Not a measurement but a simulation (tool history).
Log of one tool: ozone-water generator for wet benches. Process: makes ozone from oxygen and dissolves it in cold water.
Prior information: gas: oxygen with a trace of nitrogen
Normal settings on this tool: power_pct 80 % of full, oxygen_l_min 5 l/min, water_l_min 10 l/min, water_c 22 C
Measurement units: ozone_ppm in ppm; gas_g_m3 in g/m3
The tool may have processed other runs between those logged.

run	hour	power_pct	oxygen_l_min	water_l_min	water_c	ozone_ppm	gas_g_m3
1	0	80	5	10	22	31.2	260.2
2	20.2	80	5	10	22	31.1	260.8
3	39.9	80	5	10	22	31.2	260.3
4	65.7	80	5	10	19	32.8	258.1
5	79.2	80	5	10	19	33.4	257.9
6	97.2	80	5	10	19	33.1	255.2
7	126.5	80	5	10	19	33	257
8	141.4	80	5	10	19	32.9	256.3
9	166.2	80	5	10	19	32.3	257.1
10	187.6	80	5	10	19	32.4	256.3
11	202.9	80	5	10	19	32.6	255.5
12	231.6	80	5	10	19	32.7	257.5
13	249.6	80	5	10	19	33.9	260.1
14	273.9	80	5	10	19	34	256.1
15	302.9	80	5	10	19	33.8	256.5
16	320.5	80	5	10	19	33.9	259.7
17	350.5	80	5	10	19	34	258
18	369.8	77	3.4	13	22	24.8	300.1
19	397.4	41	5	10	17	23.4	169.7
20	423.7	92	7.39	10	22	32.9	233.2
21	440.3	84	8.77	10	28	25.8	203.3
22	456.7	80	5	10	27	28.8	256
23	486.9	80	7.52	9	28	27.5	210.9
24	507.1	80	7.52	9	28	27.6	212.6
25	526.8	80	7.52	9	28	27.7	210.2
26	553.3	80	3.79	9	28	31.5	290
27	580.6	49	4.68	9	22	25.8	195.2
28	610.7	53	3.36	16	29	14.5	237.5
29	630.8	53	5.53	16	16	18.2	188
30	651.4	54	7.4	16	16	18.2	167.3
31	678.7	40	7.4	16	20	14.3	138.6

Not shown: 3 entries that the log had between the listed runs. Between which runs, and how does the tool's hidden state differ before and after?
Between runs 8 and 9: contactor cleaned (hour 147.9)
  contactor's efficiency, % of a clean one's: 93.1 -> 90.6
  measured minus no-state result, ozone_ppm: -1.5 -> -2.1 ppm; gas_g_m3: -0.8 -> -0.9 g/m3
Between runs 12 and 13: contactor cleaned, once more (hour 240.3)
  contactor's efficiency, % of a clean one's: 90.4 -> 99.4
  measured minus no-state result, ozone_ppm: -2.3 -> -0.5 ppm; gas_g_m3: -1.4 -> -1.5 g/m3
Between runs 18 and 19: water thermometer calibrated (hour 375.7)
  contactor's efficiency, % of a clean one's: 99.1 -> 99; true water temperature over the reading, C: 0.31 -> -0.09
  measured minus no-state result, ozone_ppm: -0.4 -> -0.2 ppm; gas_g_m3: -2.8 -> -1 g/m3
